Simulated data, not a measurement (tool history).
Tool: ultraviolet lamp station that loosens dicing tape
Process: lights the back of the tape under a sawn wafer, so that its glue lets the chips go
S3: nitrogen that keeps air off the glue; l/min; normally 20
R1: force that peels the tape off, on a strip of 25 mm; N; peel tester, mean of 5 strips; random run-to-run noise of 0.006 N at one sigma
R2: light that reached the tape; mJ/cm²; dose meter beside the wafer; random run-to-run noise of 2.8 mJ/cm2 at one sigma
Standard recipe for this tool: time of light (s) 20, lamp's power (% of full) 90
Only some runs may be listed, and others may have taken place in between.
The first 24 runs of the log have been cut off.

{"run": 25, "hour": 1349.5, "time of light (s)": 17, "lamp's power (% of full)": 90, "S3": 7, "R1": 0.525, "R2": 332}
{"run": 26, "hour": 1403.9, "time of light (s)": 17, "lamp's power (% of full)": 90, "S3": 7, "R1": 0.529, "R2": 337}
{"hour": 1408.5, "done": "lamp changed"}
{"run": 27, "hour": 1442.3, "time of light (s)": 17, "lamp's power (% of full)": 90, "S3": 7, "R1": 0.532, "R2": 336}
{"hour": 1467.6, "done": "window cleaned of glue's vapour"}
{"run": 28, "hour": 1481.3, "time of light (s)": 14, "lamp's power (% of full)": 61, "S3": 20, "R1": 0.719, "R2": 189}
{"run": 29, "hour": 1512.9, "time of light (s)": 14, "lamp's power (% of full)": 61, "S3": 20, "R1": 0.724, "R2": 187}
{"run": 30, "hour": 1558.8, "time of light (s)": 14, "lamp's power (% of full)": 61, "S3": 20, "R1": 0.709, "R2": 191}
{"run": 31, "hour": 1595.8, "time of light (s)": 26, "lamp's power (% of full)": 88, "S3": 10, "R1": 0.177, "R2": 505}
{"run": 32, "hour": 1627.7, "time of light (s)": 23, "lamp's power (% of full)": 83, "S3": 7, "R1": 0.329, "R2": 425}
{"run": 33, "hour": 1703.6, "time of light (s)": 23, "lamp's power (% of full)": 62, "S3": 20, "R1": 0.248, "R2": 312}
{"run": 34, "hour": 1771.4, "time of light (s)": 11, "lamp's power (% of full)": 61, "S3": 19, "R1": 1.138, "R2": 147}
{"hour": 1800.3, "done": "window cleaned of glue's vapour"}
{"run": 35, "hour": 1843.0, "time of light (s)": 12, "lamp's power (% of full)": 90, "S3": 20, "R1": 0.437, "R2": 238}
{"run": 36, "hour": 1877.5, "time of light (s)": 11, "lamp's power (% of full)": 90, "S3": 15, "R1": 0.685, "R2": 217}
{"run": 37, "hour": 1919.5, "time of light (s)": 11, "lamp's power (% of full)": 90, "S3": 15, "R1": 0.662, "R2": 220}
{"run": 38, "hour": 1973.5, "time of light (s)": 15, "lamp's power (% of full)": 90, "S3": 19, "R1": 0.281, "R2": 294}
{"run": 39, "hour": 2006.3, "time of light (s)": 16, "lamp's power (% of full)": 79, "S3": 20, "R1": 0.328, "R2": 272}
{"run": 40, "hour": 2075.6, "time of light (s)": 16, "lamp's power (% of full)": 79, "S3": 20, "R1": 0.304, "R2": 277}
{"hour": 2130.5, "done": "window cleaned of glue's vapour"}
{"run": 41, "hour": 2130.5, "time of light (s)": 16, "lamp's power (% of full)": 79, "S3": 20, "R1": 0.321, "R2": 276}

Here are 3 independent what-if runs from the current tool condition. What would each one return?
{"run": "A", "hour": 2176.2, "time of light (s)": 16, "lamp's power (% of full)": 99, "S3": 20, "R1": "?", "R2": "?"}
{"run": "B", "hour": 2176.2, "time of light (s)": 21, "lamp's power (% of full)": 60, "S3": 11, "R1": "?", "R2": "?"}
{"run": "C", "hour": 2176.2, "time of light (s)": 33, "lamp's power (% of full)": 83, "S3": 30, "R1": "?", "R2": "?"}

run=A R1=0.214 R2=344
run=B R1=0.523 R2=278
run=C R1=0.121 R2=597
With the hidden condition removed and each run's random variation left untouched, the same runs would have given:
run=A R1=0.213 R2=345
run=B R1=0.520 R2=279
run=C R1=0.121 R2=599

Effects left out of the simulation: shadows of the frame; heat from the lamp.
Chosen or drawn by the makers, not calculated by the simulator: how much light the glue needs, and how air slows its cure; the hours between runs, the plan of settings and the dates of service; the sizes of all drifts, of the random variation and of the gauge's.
